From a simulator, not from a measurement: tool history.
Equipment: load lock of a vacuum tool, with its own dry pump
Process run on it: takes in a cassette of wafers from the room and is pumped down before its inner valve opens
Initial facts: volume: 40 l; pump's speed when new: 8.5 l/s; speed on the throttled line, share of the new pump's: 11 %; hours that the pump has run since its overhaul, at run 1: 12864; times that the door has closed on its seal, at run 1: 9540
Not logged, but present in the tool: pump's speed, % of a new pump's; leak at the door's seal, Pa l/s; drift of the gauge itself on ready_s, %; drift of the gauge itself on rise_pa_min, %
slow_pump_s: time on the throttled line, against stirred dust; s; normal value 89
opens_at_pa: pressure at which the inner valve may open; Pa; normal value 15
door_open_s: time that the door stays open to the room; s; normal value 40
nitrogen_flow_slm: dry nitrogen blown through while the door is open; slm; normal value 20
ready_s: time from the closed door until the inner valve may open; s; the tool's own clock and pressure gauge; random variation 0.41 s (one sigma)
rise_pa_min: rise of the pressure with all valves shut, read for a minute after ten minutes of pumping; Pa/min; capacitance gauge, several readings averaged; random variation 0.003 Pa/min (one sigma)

run	day	slow_pump_s	opens_at_pa	door_open_s	nitrogen_flow_slm	hours that the pump has run since its overhaul	times that the door has closed on its seal	incoming humidity of the room's air, %	ready_s	rise_pa_min
1	0.000	89	15	40	20	12864	9540	45.1	127.2	0.076
2	10.708	89	22	40	20	13121	9828	47.7	124.5	0.081
3	21.733	89	15	40	19	13386	10125	43.0	127.2	0.094
4	31.892	89	15	40	20	13630	10398	43.6	127.1	0.079
5	44.150	89	15	40	20	13924	10728	45.9	126.4	0.090
6	55.525	89	15	40	5	14197	11034	44.2	127.2	0.107
7	63.425	89	14	40	4	14387	11247	44.4	128.9	0.113
8	74.117	89	17	40	11	14643	11534	47.5	127.4	0.108
9	83.208	89	15	124	20	14861	11779	46.2	128.3	0.133
10	91.162	89	15	124	20	15052	11993	47.2	127.9	0.138
11	97.038	68	10	63	5	15193	12151	42.5	111.7	0.135

Each run again, without the hidden state but with its own random variation kept:
run	ready_s	rise_pa_min
1	121.2	0.033
2	118.7	0.034
3	120.9	0.046
4	120.8	0.029
5	119.9	0.038
6	120.6	0.052
7	122.1	0.056
8	120.7	0.049
9	121.3	0.071
10	120.8	0.074
11	103.7	0.069
